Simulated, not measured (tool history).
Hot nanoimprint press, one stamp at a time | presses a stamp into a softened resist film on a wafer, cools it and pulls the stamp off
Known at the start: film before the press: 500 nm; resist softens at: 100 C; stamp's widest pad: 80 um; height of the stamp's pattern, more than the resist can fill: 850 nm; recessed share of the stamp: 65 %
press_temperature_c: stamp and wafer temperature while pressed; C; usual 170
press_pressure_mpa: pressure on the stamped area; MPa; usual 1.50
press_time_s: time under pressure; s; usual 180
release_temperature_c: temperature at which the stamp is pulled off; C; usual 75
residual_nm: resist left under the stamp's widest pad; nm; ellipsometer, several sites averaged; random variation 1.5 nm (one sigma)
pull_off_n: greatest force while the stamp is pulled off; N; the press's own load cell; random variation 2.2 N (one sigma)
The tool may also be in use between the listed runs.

run,hour,press_temperature_c,press_pressure_mpa,press_time_s,release_temperature_c,residual_nm,pull_off_n
1,0.0,170,1.50,180,75,243.8,120
# hour 8.4: plate thermocouple calibrated
2,76.2,170,1.50,180,64,228.5,142
3,142.2,170,1.50,180,64,230.1,154
4,187.9,170,1.50,180,64,231.3,154
5,260.7,170,1.50,180,75,230.3,150
6,314.3,170,1.50,180,75,232.2,151
7,388.1,170,1.50,180,75,234.7,154
8,445.5,170,2.12,180,75,193.4,165
9,518.9,170,2.12,180,75,194.2,172
10,574.7,170,2.12,180,75,195.3,181
11,633.7,168,2.12,180,75,216.4,193
12,669.4,170,1.50,180,75,238.1,196
13,713.0,170,1.21,180,75,269.6,196
14,787.8,170,1.21,180,75,274.8,210
# hour 800.1: stamp cleaned and given a new release coat
15,862.8,170,1.21,236,75,251.1,108
16,902.3,170,1.21,236,75,251.8,111
# hour 912.1: plate thermocouple calibrated
17,965.7,164,1.50,134,61,321.0,134
18,1020.3,158,1.50,134,67,393.7,132
19,1055.3,158,1.50,134,67,389.7,131
20,1127.1,158,1.50,134,67,396.5,144
21,1181.2,158,1.50,134,67,394.2,143
22,1250.0,158,1.50,134,67,397.8,155
23,1311.7,158,1.50,134,67,401.4,158
24,1374.9,170,2.02,180,82,205.8,142
25,1428.0,170,2.02,180,82,206.1,148
26,1507.1,158,1.50,153,75,392.1,176
27,1570.0,170,1.50,192,79,241.2,169
28,1607.6,159,1.50,254,75,348.6,193

5 ways to go on from here, each from the tool as it stands after run 28. What would each give?
A,1676.4,172,0.98,202,75,?,?
B,1676.4,168,1.50,180,75,?,?
C,1676.4,179,1.50,180,75,?,?
D,1676.4,170,1.50,126,75,?,?
E,1676.4,159,1.50,221,75,?,?

run,residual_nm,pull_off_n
A,274.1,195
B,271.6,195
C,170.7,194
D,277.4,197
E,356.3,197
Without the tool's hidden state the same runs would have given:
run,residual_nm,pull_off_n
A,256.8,99
B,250.5,99
C,156.9,99
D,256.5,100
E,333.6,101
